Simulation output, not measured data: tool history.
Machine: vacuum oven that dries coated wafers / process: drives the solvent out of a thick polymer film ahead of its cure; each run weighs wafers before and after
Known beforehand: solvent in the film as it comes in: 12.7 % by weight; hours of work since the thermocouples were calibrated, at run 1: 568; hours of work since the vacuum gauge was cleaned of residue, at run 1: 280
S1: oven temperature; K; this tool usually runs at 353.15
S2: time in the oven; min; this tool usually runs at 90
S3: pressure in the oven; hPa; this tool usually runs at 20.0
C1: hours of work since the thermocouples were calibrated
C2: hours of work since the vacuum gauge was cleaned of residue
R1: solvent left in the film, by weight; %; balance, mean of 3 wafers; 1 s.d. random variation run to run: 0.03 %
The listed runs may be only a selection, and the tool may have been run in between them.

run,day,S1,S2,S3,C1,C2,R1
1,0.000,353.15,90,20.0,568,280,2.55
2,0.558,353.15,61,20.0,577,289,3.78
3,0.800,353.15,61,20.0,581,293,3.76
4,1.129,353.15,61,20.0,587,299,3.74
5,1.379,353.15,90,20.0,592,304,2.55
6,1.683,353.15,90,20.0,597,309,2.53
7,2.083,353.15,48,20.0,604,316,4.62
8,2.625,353.15,48,20.0,613,325,4.51
9,3.112,348.15,147,12.8,622,334,2.11
10,3.646,348.15,147,12.8,631,343,2.09
11,4.204,348.15,147,12.8,641,353,2.04
12,4.550,348.15,147,12.8,647,359,2.08
13,4.904,348.15,147,12.8,653,365,2.12
14,5.442,357.15,90,56.1,662,374,3.17

Branching from run 14: 3 alternative next runs. What would each branch give?
A,5.700,357.15,144,39.0,667,379,?
B,5.700,353.15,90,18.0,667,379,?
C,5.700,349.15,95,35.1,667,379,?

run,R1
A,1.92
B,2.45
C,4.18
The same runs, with their run-to-run variation unchanged, on a tool lacking any hidden condition would have given:
run,R1
A,1.93
B,2.56
C,4.32
